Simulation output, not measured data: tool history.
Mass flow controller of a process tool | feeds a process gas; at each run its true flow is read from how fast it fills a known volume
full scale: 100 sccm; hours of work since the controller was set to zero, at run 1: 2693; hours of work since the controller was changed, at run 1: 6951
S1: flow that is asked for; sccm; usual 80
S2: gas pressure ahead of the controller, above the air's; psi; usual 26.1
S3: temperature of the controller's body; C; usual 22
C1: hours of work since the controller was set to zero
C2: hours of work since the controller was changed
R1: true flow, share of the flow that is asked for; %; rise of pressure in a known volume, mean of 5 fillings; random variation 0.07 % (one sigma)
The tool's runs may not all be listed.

run	hour	S1	S2	S3	C1	C2	R1
1	0	80	26.1	22	2693	6951	99.23
2	273.9	80	26.1	22	2875	7133	99.4
3	468.9	80	26.1	22	3004	7263	99.34
4	653.6	80	26.1	22	3127	7385	99.28
5	791.8	80	26.1	22	3219	7477	99.5
6	1036.4	80	33.8	22	3381	7640	99.3
7	1292.6	80	31.8	22	3551	7810	99.49
8	1538.9	80	36.1	22	3715	7973	99.43
9	1824.8	80	36.1	22	3905	8163	99.55
10	2142.3	80	26.1	27	4116	8374	100.18
# hour 2222.1: controller's zero set anew
11	2400.5	80	26.1	27	119	8545	100.23
12	2600.9	80	26.1	27	252	8679	100.18
13	2921.7	80	26.1	22	465	8892	99.97
14	3210.6	80	26.1	22	657	9083	99.92
15	3487.1	80	26.1	22	840	9267	100.02
16	3725.8	80	26.1	22	999	9426	100.22
17	3999.7	80	26.1	22	1181	9608	100.27
18	4266.7	80	27.8	22	1358	9785	100.12
19	4407.2	80	26.1	22	1451	9878	100.35
20	4596.3	80	26.1	22	1577	10004	100.45
21	4752.4	80	26.1	22	1681	10108	100.5
22	5081.1	80	26.1	33	1899	10326	101.25
23	5407.8	37	26.1	22	2116	10543	99.28
24	5626.1	80	26.1	22	2261	10688	100.66
25	5780.1	80	26.1	22	2363	10790	100.64
26	6038.1	80	23.1	38	2535	10962	102.24
27	6231.8	80	23.1	38	2663	11090	102.2
28	6369.7	15	21.6	22	2755	11182	99.14

The next listed run, before its measurement:
# hour 6493.5: controller exchanged for a calibrated one
29	6588.5	80	25.5	30	63	63	?

Run 29 gave R1 101.48 %.
Without the tool's hidden state the same run would have given R1 99.86 %.

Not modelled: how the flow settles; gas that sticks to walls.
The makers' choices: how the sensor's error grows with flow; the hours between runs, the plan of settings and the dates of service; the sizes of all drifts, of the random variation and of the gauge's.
